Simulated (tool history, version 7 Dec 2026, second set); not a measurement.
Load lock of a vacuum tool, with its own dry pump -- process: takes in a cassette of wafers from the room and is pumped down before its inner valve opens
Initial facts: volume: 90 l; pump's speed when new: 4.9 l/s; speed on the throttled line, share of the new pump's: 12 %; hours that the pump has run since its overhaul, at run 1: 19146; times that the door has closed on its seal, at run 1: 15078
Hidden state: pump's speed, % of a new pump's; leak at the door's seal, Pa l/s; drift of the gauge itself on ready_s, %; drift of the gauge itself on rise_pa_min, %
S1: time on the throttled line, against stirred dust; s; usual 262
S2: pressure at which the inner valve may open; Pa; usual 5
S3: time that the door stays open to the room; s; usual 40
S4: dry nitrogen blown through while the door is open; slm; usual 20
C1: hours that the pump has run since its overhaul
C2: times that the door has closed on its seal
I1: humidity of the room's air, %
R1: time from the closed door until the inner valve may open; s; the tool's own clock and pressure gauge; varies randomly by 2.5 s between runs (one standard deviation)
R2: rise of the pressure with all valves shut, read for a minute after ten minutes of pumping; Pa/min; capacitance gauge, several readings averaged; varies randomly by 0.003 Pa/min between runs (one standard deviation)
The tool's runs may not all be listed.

run,day,S1,S2,S3,S4,C1,C2,I1,R1,R2
1,0.000,262,5,40,20,19146,15078,42.9,441.4,0.062
2,6.512,262,5,40,20,19302,15364,45.1,447.4,0.064
3,17.912,262,5,40,20,19575,15864,45.3,440.1,0.064
4,24.550,229,5,40,20,19735,16156,45.5,415.1,0.069
5,30.821,262,5,161,20,19885,16431,45.6,445.5,0.084
6,39.696,262,5,40,20,20098,16821,43.9,443.0,0.070
7,54.246,262,5,40,20,20448,17459,48.0,442.7,0.074
8,65.283,262,5,40,20,20712,17944,43.7,447.2,0.079
9,78.358,262,5,40,20,21026,18518,41.7,444.5,0.073
10,85.575,440,5,40,20,21199,18835,46.2,595.5,0.081
11,95.846,440,5,40,20,21446,19286,44.6,599.1,0.088
12,105.462,440,5,40,20,21677,19708,43.5,603.3,0.088
13,117.379,440,5,40,20,21963,20231,42.7,601.4,0.089
# day 118.329: dry pump taken out, an overhauled one fitted
14,127.433,440,5,40,20,218,20661,44.3,573.7,0.088
15,140.458,440,5,40,20,531,21233,40.4,571.2,0.091
16,150.788,262,5,40,20,779,21687,46.7,414.4,0.092
17,165.908,262,5,40,20,1142,22351,43.0,416.9,0.100
18,175.562,262,5,40,20,1374,22774,45.9,417.5,0.106
19,189.679,262,5,40,6,1712,23394,43.1,417.6,0.113
20,200.017,216,9,211,20,1960,23848,42.6,362.8,0.139
21,211.454,216,9,211,20,2235,24350,45.7,366.8,0.130
22,219.467,216,9,25,20,2427,24702,46.8,363.5,0.110
23,226.021,216,9,25,20,2585,24990,47.0,368.8,0.120
24,237.146,262,5,179,20,2852,25478,45.4,417.0,0.138
25,244.175,262,5,179,15,3020,25787,45.6,417.3,0.150
26,259.304,262,5,179,15,3383,26451,44.8,420.0,0.150
27,268.079,262,5,224,17,3594,26836,44.3,420.9,0.159
28,276.750,262,5,224,17,3802,27217,46.3,419.0,0.161
29,287.946,150,7,224,13,4071,27708,45.7,313.9,0.166
30,295.329,423,10,40,20,4248,28032,43.3,542.1,0.139
31,303.308,326,7,71,39,4440,28383,41.5,466.3,0.142
32,313.625,367,7,71,32,4687,28836,43.9,503.0,0.151
33,320.029,438,5,29,6,4841,29117,46.7,579.2,0.147
34,330.333,438,7,43,6,5088,29569,42.4,567.6,0.158
35,339.875,438,7,43,6,5317,29988,43.9,568.0,0.167
36,346.938,245,5,115,20,5487,30298,46.7,405.8,0.161

Selected run-to-run steps in R1, each split into two signed amounts: the part the tool would show with no hidden state at all (from settings, incoming material and random variation), and the remainder, which goes to the hidden state together with any gauge scatter not common to the measured and the hidden-state-free results:
Run 3 -> 4: S1 262 -> 229. R1 -25.0 s: hidden state +1.2, all else -26.2.
Run 9 -> 10: S1 262 -> 440. R1 +151.0 s: hidden state -3.8, all else +154.8.
Run 13 -> 14: dry pump taken out, an overhauled one fitted. R1 -27.7 s: hidden state -28.6, all else +0.9.
Run 15 -> 16: S1 440 -> 262. R1 -156.8 s: hidden state +0.3, all else -157.1.
Run 29 -> 30: S1 150 -> 423, S2 7 -> 10, S3 224 -> 40, S4 13 -> 20. R1 +228.2 s: hidden state -0.9, all else +229.1.
Run 35 -> 36: S1 438 -> 245, S2 7 -> 5, S3 43 -> 115, S4 6 -> 20. R1 -162.2 s: hidden state +1.0, all else -163.2.

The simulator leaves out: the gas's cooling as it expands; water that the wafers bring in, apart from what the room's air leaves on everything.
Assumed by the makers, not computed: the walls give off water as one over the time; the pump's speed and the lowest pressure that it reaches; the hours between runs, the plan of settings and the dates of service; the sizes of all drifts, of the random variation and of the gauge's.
